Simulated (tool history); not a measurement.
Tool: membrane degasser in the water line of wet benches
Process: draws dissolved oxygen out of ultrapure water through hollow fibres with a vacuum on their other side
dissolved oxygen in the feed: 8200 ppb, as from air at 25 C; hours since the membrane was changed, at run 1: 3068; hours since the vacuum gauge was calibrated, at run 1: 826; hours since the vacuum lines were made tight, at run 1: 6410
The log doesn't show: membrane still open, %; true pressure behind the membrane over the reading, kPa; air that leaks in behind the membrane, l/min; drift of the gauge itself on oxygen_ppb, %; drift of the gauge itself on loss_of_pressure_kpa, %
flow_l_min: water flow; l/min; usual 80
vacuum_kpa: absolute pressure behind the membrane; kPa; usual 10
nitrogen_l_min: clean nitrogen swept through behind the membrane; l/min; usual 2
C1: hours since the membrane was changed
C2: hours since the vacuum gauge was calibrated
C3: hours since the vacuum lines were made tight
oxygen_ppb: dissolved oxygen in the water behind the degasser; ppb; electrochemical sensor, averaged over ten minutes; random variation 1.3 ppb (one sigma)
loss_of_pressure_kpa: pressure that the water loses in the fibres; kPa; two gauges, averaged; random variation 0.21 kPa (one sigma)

run 1 hour=0 | flow_l_min=80 vacuum_kpa=10 nitrogen_l_min=2 | C1=3068 C2=826 C3=6410 | oxygen_ppb=524.5 loss_of_pressure_kpa=51.61
run 2 hour=69.7 | flow_l_min=80 vacuum_kpa=10 nitrogen_l_min=2 | C1=3138 C2=895 C3=6480 | oxygen_ppb=526 loss_of_pressure_kpa=51.72
run 3 hour=129.9 | flow_l_min=80 vacuum_kpa=10 nitrogen_l_min=2 | C1=3198 C2=955 C3=6540 | oxygen_ppb=524.2 loss_of_pressure_kpa=51.98
run 4 hour=185.1 | flow_l_min=80 vacuum_kpa=10 nitrogen_l_min=3.31 | C1=3253 C2=1011 C3=6595 | oxygen_ppb=352.9 loss_of_pressure_kpa=52.03
run 5 hour=279.1 | flow_l_min=80 vacuum_kpa=10 nitrogen_l_min=2 | C1=3347 C2=1105 C3=6689 | oxygen_ppb=524.3 loss_of_pressure_kpa=52.12
run 6 hour=361 | flow_l_min=80 vacuum_kpa=10 nitrogen_l_min=2 | C1=3429 C2=1187 C3=6771 | oxygen_ppb=524.5 loss_of_pressure_kpa=52.31
run 7 hour=409.5 | flow_l_min=80 vacuum_kpa=10.2 nitrogen_l_min=2 | C1=3478 C2=1235 C3=6819 | oxygen_ppb=538.1 loss_of_pressure_kpa=51.8
run 8 hour=471.4 | flow_l_min=80 vacuum_kpa=10.2 nitrogen_l_min=2 | C1=3539 C2=1297 C3=6881 | oxygen_ppb=539.4 loss_of_pressure_kpa=52.57
run 9 hour=536.7 | flow_l_min=101 vacuum_kpa=10 nitrogen_l_min=2 | C1=3605 C2=1362 C3=6947 | oxygen_ppb=635.6 loss_of_pressure_kpa=65.9
run 10 hour=626.5 | flow_l_min=80 vacuum_kpa=19.2 nitrogen_l_min=2 | C1=3695 C2=1452 C3=7036 | oxygen_ppb=1147.8 loss_of_pressure_kpa=52.09
run 11 hour=704.4 | flow_l_min=80 vacuum_kpa=19.2 nitrogen_l_min=2 | C1=3772 C2=1530 C3=7114 | oxygen_ppb=1144.3 loss_of_pressure_kpa=52.52
-- hour=712.3 vacuum gauge calibrated
run 12 hour=793.2 | flow_l_min=64 vacuum_kpa=10 nitrogen_l_min=2.35 | C1=3861 C2=81 C3=7203 | oxygen_ppb=387.4 loss_of_pressure_kpa=41.59
run 13 hour=848.1 | flow_l_min=64 vacuum_kpa=10 nitrogen_l_min=2.35 | C1=3916 C2=136 C3=7258 | oxygen_ppb=388.3 loss_of_pressure_kpa=41.75
-- hour=877 vacuum gauge calibrated, once more
run 14 hour=932.4 | flow_l_min=64 vacuum_kpa=16.1 nitrogen_l_min=2.47 | C1=3999 C2=55 C3=7341 | oxygen_ppb=674.5 loss_of_pressure_kpa=42.26
run 15 hour=1004.3 | flow_l_min=93 vacuum_kpa=11 nitrogen_l_min=1.48 | C1=4071 C2=127 C3=7413 | oxygen_ppb=825.7 loss_of_pressure_kpa=61.34
-- hour=1015.8 seals of the vacuum lines changed
run 16 hour=1098.9 | flow_l_min=93 vacuum_kpa=11 nitrogen_l_min=1.48 | C1=4164 C2=220 C3=83 | oxygen_ppb=824 loss_of_pressure_kpa=61.23
run 17 hour=1181.3 | flow_l_min=52 vacuum_kpa=9.3 nitrogen_l_min=1.48 | C1=4246 C2=302 C3=165 | oxygen_ppb=424.8 loss_of_pressure_kpa=34.27

The same runs without the tool's hidden state, with the same run-to-run variation:
run=1 oxygen_ppb=523.4 loss_of_pressure_kpa=49.65
run=2 oxygen_ppb=524.6 loss_of_pressure_kpa=49.71
run=3 oxygen_ppb=522.6 loss_of_pressure_kpa=49.92
run=4 oxygen_ppb=350.1 loss_of_pressure_kpa=49.94
run=5 oxygen_ppb=522 loss_of_pressure_kpa=49.96
run=6 oxygen_ppb=521.8 loss_of_pressure_kpa=50.09
run=7 oxygen_ppb=535.2 loss_of_pressure_kpa=49.57
run=8 oxygen_ppb=536.2 loss_of_pressure_kpa=50.27
run=9 oxygen_ppb=630.4 loss_of_pressure_kpa=62.97
run=10 oxygen_ppb=1143 loss_of_pressure_kpa=49.71
run=11 oxygen_ppb=1139.1 loss_of_pressure_kpa=50.07
run=12 oxygen_ppb=382.7 loss_of_pressure_kpa=39.59
run=13 oxygen_ppb=383.4 loss_of_pressure_kpa=39.73
run=14 oxygen_ppb=669.9 loss_of_pressure_kpa=40.18
run=15 oxygen_ppb=823.4 loss_of_pressure_kpa=58.23
run=16 oxygen_ppb=819.3 loss_of_pressure_kpa=58.06
run=17 oxygen_ppb=423.1 loss_of_pressure_kpa=32.46
